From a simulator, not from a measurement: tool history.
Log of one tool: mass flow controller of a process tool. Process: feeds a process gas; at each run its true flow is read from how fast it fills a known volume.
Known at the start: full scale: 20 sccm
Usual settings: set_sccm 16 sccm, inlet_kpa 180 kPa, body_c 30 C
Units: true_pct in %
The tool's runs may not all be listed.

run	hour	set_sccm	inlet_kpa	body_c	true_pct
1	0	16	180	30	99.39
2	357.4	16	180	30	99.39
3	655.2	2	180	30	91.41
4	1148.9	2	180	30	90.93
5	1705.1	2	180	30	90.54
6	2007.2	2	180	35	90.58
# hour 2035.1: controller's zero set anew
7	2538.5	2	180	25	86.57
8	2955.3	4	193	27	93.11
# hour 3228: controller's zero set anew, once more
9	3317	16	229	39	101.3
10	3754	16	229	39	101.21

3 ways to go on from here, each from the tool as it stands after run 10. What would each give?
A	4116.7	6	211	39	?
B	4116.7	10	229	33	?
C	4116.7	16	259	39	?

run	true_pct
A	100.28
B	100.61
C	101.66
Without the tool's hidden state the same runs would have given:
run	true_pct
A	99.79
B	99.97
C	100.95

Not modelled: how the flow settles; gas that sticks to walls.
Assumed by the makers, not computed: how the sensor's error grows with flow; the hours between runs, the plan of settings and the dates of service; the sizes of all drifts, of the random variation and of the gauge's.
